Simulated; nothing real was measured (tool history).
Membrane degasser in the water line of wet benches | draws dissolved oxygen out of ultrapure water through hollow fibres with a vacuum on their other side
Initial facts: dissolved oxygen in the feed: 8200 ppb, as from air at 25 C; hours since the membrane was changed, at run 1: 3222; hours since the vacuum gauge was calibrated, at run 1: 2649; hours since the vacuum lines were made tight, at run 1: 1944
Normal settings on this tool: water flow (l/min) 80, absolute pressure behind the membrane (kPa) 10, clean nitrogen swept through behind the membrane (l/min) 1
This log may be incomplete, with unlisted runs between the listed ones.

run,hour,water flow (l/min),absolute pressure behind the membrane (kPa),clean nitrogen swept through behind the membrane (l/min),hours since the membrane was changed,hours since the vacuum gauge was calibrated,hours since the vacuum lines were made tight,dissolved oxygen in the water behind the degasser (ppb),pressure that the water loses in the fibres (kPa)
1,0,80,10,1,3222,2649,1944,892.4,69.89
2,193.3,80,10,1,3415,2842,2137,892.7,70.13
3,397.8,80,10,1,3619,3047,2342,892.2,70
4,501.6,80,10,1,3723,3151,2445,899.2,70.53
5,648.8,80,10,1,3870,3298,2593,895.8,70.19
6,885.7,80,10,1,4107,3535,2830,895.1,70.1
7,1025,52,10,1,4247,3674,2969,644.8,46.22
8,1257.2,52,10,1,4479,3906,3201,646.8,46.06
9,1369.7,80,10,1.02,4591,4019,3314,889.1,71.15
10,1553.3,80,10,1,4775,4202,3497,900.6,71.31
11,1799.3,48,6.2,1.11,5021,4448,3743,265,42.55
12,2054.3,55,6.2,1.1,5276,4703,3998,299.9,48.82
13,2297.4,58,20.4,1,5519,4946,4241,1585.7,51.34
14,2494.3,67,8.4,1,5716,5143,4438,620.8,60.02
15,2717.5,57,7.5,1.49,5939,5366,4661,344.9,51
# hour 2740: vacuum gauge calibrated
16,2961.6,74,14.5,1.15,6183,222,4905,1189.1,66.37
17,3176.3,74,14.5,1.15,6397,436,5120,1187.4,66.7
18,3344.1,74,7.3,1.15,6565,604,5287,485,66.14
19,3518.5,108,9.7,2.31,6740,778,5462,703.3,97

How the hidden state differs across the entries between the runs, from the last listed run before each to the first after it:
Between runs 15 and 16: vacuum gauge calibrated (hour 2740)
  membrane still open, %: 95.5 -> 95.3; true pressure behind the membrane over the reading, kPa: 0.18 -> -0.02; air that leaks in behind the membrane, l/min: 0.01 -> 0.0103
  the result without the hidden state subtracted from the measured one, dissolved oxygen in the water behind the degasser (ppb): +15.6 -> +3.9; pressure that the water loses in the fibres (kPa): +2.28 -> +3.11

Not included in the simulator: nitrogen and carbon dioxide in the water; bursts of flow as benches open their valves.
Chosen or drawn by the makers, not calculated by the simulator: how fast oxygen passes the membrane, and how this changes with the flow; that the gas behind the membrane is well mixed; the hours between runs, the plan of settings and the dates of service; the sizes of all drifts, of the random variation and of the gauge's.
